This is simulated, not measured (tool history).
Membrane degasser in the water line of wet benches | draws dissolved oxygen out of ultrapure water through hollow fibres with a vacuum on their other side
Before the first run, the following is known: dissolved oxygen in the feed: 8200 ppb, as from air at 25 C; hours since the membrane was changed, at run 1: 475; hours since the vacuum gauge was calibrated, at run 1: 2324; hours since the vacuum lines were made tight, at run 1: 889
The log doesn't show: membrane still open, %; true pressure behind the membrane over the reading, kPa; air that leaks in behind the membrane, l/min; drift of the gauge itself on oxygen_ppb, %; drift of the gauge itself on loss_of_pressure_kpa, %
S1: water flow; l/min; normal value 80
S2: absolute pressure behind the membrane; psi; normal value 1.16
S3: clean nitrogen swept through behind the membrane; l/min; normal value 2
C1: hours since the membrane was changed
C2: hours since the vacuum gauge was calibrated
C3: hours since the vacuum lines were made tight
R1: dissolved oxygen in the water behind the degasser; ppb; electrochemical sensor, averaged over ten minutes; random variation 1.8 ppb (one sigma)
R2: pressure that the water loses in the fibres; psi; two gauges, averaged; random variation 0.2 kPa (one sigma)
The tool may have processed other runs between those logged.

run,hour,S1,S2,S3,C1,C2,C3,R1,R2
1,0,80,1.16,2,475,2324,889,375.4,6.242
2,33.1,80,0.954,2,508,2357,922,267.5,6.258
3,65.3,80,0.954,2,540,2389,955,269.1,6.238
4,119.9,80,2.753,2,595,2443,1009,1119.2,6.238
5,165.1,80,2.753,2,640,2489,1054,1124,6.202
6,228.9,80,1.16,3.02,704,2552,1118,271.4,6.229
7,297,80,1.35,3.02,772,2621,1186,344.1,6.128
8,366.7,80,1.35,3.02,842,2690,1256,343.1,6.126
9,401.6,80,1.16,2,876,2725,1291,373.1,6.115
10,467,80,1.16,2,942,2791,1356,380.5,6.132
11,517.5,80,1.16,2,992,2841,1407,377.1,6.147
12,554.7,51,1.798,3.61,1029,2878,1444,291.4,3.893
13,617.7,51,1.798,3.61,1092,2941,1507,291.1,3.926
# hour 676.7: gauge calibrated
14,682.8,72,0.888,1.59,1158,3006,1572,255.2,5.638
15,746.7,95,2.434,3.45,1222,3070,1636,742.4,7.413
16,797,73,1.823,4.52,1272,3121,1686,336,5.693
17,854.6,54,1.577,2.78,1329,3178,1744,322.7,4.186
18,895.7,62,1.577,2.78,1370,3219,1785,364.6,4.801
19,952.5,62,1.577,2.78,1427,3276,1842,365.2,4.772
20,1015.8,62,1.577,1.65,1491,3339,1905,556.1,4.782
21,1088.8,62,1.577,1.65,1564,3412,1978,554.6,4.727
22,1137.7,62,1.577,1.65,1613,3461,2027,557,4.776

Each row is a separate what-if for the run after 22, all from the same tool condition, not one after another. Results?
A,1208.6,107,0.789,1.26,1683,3532,2098,?,?
B,1208.6,77,1.854,2,1683,3532,2098,?,?
C,1208.6,80,2.178,1.34,1683,3532,2098,?,?

run,R1,R2
A,316.4,8.229
B,697.9,5.881
C,1156.8,6.152
Stripped of hidden state, with their random variation kept, the same runs would have yielded:
run,R1,R2
A,316.1,8.406
B,697.7,6.007
C,1156.6,6.284

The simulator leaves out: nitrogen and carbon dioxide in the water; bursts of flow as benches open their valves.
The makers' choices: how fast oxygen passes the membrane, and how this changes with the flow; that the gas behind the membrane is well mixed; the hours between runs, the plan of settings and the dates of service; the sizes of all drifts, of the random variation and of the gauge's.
